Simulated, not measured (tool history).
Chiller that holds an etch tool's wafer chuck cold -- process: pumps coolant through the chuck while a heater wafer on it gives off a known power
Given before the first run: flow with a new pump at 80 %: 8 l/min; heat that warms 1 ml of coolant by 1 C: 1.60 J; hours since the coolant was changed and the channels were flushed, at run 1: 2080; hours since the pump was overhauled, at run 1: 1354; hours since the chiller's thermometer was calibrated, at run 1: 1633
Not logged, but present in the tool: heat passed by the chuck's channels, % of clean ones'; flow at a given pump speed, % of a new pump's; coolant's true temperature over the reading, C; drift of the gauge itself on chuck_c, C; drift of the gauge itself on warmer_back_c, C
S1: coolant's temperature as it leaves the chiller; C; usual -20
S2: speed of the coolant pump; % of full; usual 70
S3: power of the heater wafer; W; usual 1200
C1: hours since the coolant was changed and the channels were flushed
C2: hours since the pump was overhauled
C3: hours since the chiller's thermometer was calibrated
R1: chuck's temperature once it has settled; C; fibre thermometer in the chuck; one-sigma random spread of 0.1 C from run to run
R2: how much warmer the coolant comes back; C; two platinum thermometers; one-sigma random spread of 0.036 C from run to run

run 1 hour=0 | S1=-20 S2=70 S3=1200 | C1=2080 C2=1354 C3=1633 | R1=-7 R2=6.59
run 2 hour=39 | S1=-20 S2=70 S3=1200 | C1=2119 C2=1393 C3=1672 | R1=-7 R2=6.51
run 3 hour=62.4 | S1=-20 S2=70 S3=1200 | C1=2142 C2=1417 C3=1696 | R1=-7 R2=6.53
run 4 hour=101.4 | S1=-20 S2=70 S3=1200 | C1=2181 C2=1456 C3=1735 | R1=-6.9 R2=6.54
run 5 hour=131.9 | S1=-20 S2=70 S3=1200 | C1=2211 C2=1486 C3=1765 | R1=-7.1 R2=6.58
run 6 hour=156 | S1=-20 S2=70 S3=1200 | C1=2236 C2=1510 C3=1789 | R1=-6.7 R2=6.56
run 7 hour=186.4 | S1=-20 S2=70 S3=1200 | C1=2266 C2=1541 C3=1820 | R1=-7 R2=6.54
run 8 hour=210.9 | S1=-20 S2=70 S3=1200 | C1=2290 C2=1565 C3=1844 | R1=-7.2 R2=6.56
run 9 hour=239.4 | S1=-20 S2=70 S3=1200 | C1=2319 C2=1594 C3=1873 | R1=-7 R2=6.44
run 10 hour=261.5 | S1=-20 S2=70 S3=1200 | C1=2341 C2=1616 C3=1895 | R1=-6.8 R2=6.46
run 11 hour=295.8 | S1=-20 S2=70 S3=1200 | C1=2375 C2=1650 C3=1929 | R1=-7 R2=6.52
run 12 hour=322.9 | S1=-10 S2=70 S3=1200 | C1=2402 C2=1677 C3=1956 | R1=3.1 R2=6.54
run 13 hour=358.1 | S1=-10 S2=70 S3=1200 | C1=2438 C2=1712 C3=1991 | R1=3 R2=6.52
run 14 hour=393.8 | S1=-20 S2=70 S3=1200 | C1=2473 C2=1748 C3=2027 | R1=-6.8 R2=6.57
run 15 hour=431 | S1=-20 S2=70 S3=1200 | C1=2511 C2=1785 C3=2064 | R1=-6.9 R2=6.51
run 16 hour=461.6 | S1=-20 S2=70 S3=1200 | C1=2541 C2=1816 C3=2095 | R1=-7 R2=6.58
run 17 hour=500.7 | S1=-17 S2=70 S3=1245 | C1=2580 C2=1855 C3=2134 | R1=-3.6 R2=6.78
run 18 hour=517.6 | S1=-19 S2=88 S3=1245 | C1=2597 C2=1872 C3=2151 | R1=-7.6 R2=5.18
run 19 hour=535.8 | S1=-20 S2=96 S3=763 | C1=2615 C2=1890 C3=2169 | R1=-13.3 R2=2.9
run 20 hour=565.7 | S1=-20 S2=70 S3=610 | C1=2645 C2=1920 C3=2199 | R1=-13.4 R2=3.35
run 21 hour=593.1 | S1=-20 S2=70 S3=681 | C1=2673 C2=1947 C3=2226 | R1=-12.5 R2=3.68
run 22 hour=614.7 | S1=-26 S2=99 S3=681 | C1=2694 C2=1969 C3=2248 | R1=-20.3 R2=2.51
run 23 hour=637.7 | S1=-26 S2=95 S3=1200 | C1=2717 C2=1992 C3=2271 | R1=-15.9 R2=4.67
run 24 hour=677.2 | S1=-12 S2=70 S3=1200 | C1=2757 C2=2031 C3=2310 | R1=1 R2=6.55
run 25 hour=711.7 | S1=-12 S2=70 S3=1200 | C1=2791 C2=2066 C3=2345 | R1=1.1 R2=6.59
run 26 hour=748.7 | S1=-12 S2=70 S3=1200 | C1=2828 C2=2103 C3=2382 | R1=0.9 R2=6.47
run 27 hour=785.7 | S1=-25 S2=70 S3=1200 | C1=2865 C2=2140 C3=2419 | R1=-11.6 R2=6.58
run 28 hour=809.8 | S1=-23 S2=72 S3=1278 | C1=2889 C2=2164 C3=2443 | R1=-9.3 R2=6.7
run 29 hour=844.9 | S1=-28 S2=81 S3=1278 | C1=2924 C2=2199 C3=2478 | R1=-15.6 R2=5.92
run 30 hour=866.8 | S1=-28 S2=81 S3=1278 | C1=2946 C2=2221 C3=2500 | R1=-15.5 R2=5.93
run 31 hour=888.8 | S1=-28 S2=81 S3=1278 | C1=2968 C2=2243 C3=2522 | R1=-15.6 R2=5.9

Below are 5 alternative next runs, each starting from the tool's condition after run 31. Predict each:
run A hour=921.7 | S1=-12 S2=77 S3=823 | C1=3001 C2=2276 C3=2555 | R1=? R2=?
run B hour=921.7 | S1=-28 S2=85 S3=674 | C1=3001 C2=2276 C3=2555 | R1=? R2=?
run C hour=921.7 | S1=-16 S2=61 S3=1200 | C1=3001 C2=2276 C3=2555 | R1=? R2=?
run D hour=921.7 | S1=-19 S2=75 S3=1602 | C1=3001 C2=2276 C3=2555 | R1=? R2=?
run E hour=921.7 | S1=-23 S2=81 S3=1278 | C1=3001 C2=2276 C3=2555 | R1=? R2=?

run=A R1=-3.8 R2=4.01
run=B R1=-21.8 R2=2.92
run=C R1=-1.5 R2=7.61
run=D R1=-2.5 R2=8.02
run=E R1=-10.6 R2=5.91
Had the tool no hidden state, the same runs would have come out as:
run=A R1=-3.8 R2=4.01
run=B R1=-21.8 R2=2.92
run=C R1=-1.6 R2=7.61
run=D R1=-2.5 R2=8.02
run=E R1=-10.6 R2=5.91

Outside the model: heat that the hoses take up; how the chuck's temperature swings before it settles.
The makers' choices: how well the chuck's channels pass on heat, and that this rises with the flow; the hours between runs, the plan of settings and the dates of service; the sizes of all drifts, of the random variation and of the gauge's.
